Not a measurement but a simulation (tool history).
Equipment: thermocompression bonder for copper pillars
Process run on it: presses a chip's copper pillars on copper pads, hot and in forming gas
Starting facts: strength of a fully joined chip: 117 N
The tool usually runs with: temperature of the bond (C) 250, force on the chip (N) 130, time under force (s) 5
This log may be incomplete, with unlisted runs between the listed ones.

run,day,temperature of the bond (C),force on the chip (N),time under force (s),force that shears a chip off (N)
1,0.000,250,130,5,45.9
2,2.500,250,146,5,50.2
3,3.921,250,146,5,50.1
# day 4.542: forming gas filter changed
4,5.729,250,171,5,64.3
5,8.167,250,171,5,63.3
# day 8.367: force cell calibrated
6,10.196,250,130,10,59.3
7,12.221,250,130,10,57.2
8,13.838,250,130,10,56.9
9,15.183,253,185,10,77.5
10,16.904,253,185,10,77.2
# day 17.962: force cell calibrated, once more
11,18.646,273,104,5,46.4
# day 18.975: forming gas filter changed
12,20.096,250,160,5,60.4
# day 22.429: heater calibrated with a thermocouple chip
13,22.429,250,160,5,65.3
14,23.875,250,160,5,62.9
15,25.658,259,112,3,41.7

Predict each of these 4 candidate next runs independently; none follows another, all start after run 15:
A,27.521,259,112,3,?
B,27.521,259,106,5,?
C,27.521,259,112,14,?
D,27.521,259,112,6,?

run,force that shears a chip off (N)
A,39.7
B,44.5
C,68.8
D,52.0
Take away the tool's hidden state, keep each run's random variation, and the runs would have read:
run,force that shears a chip off (N)
A,42.7
B,47.8
C,73.8
D,55.8

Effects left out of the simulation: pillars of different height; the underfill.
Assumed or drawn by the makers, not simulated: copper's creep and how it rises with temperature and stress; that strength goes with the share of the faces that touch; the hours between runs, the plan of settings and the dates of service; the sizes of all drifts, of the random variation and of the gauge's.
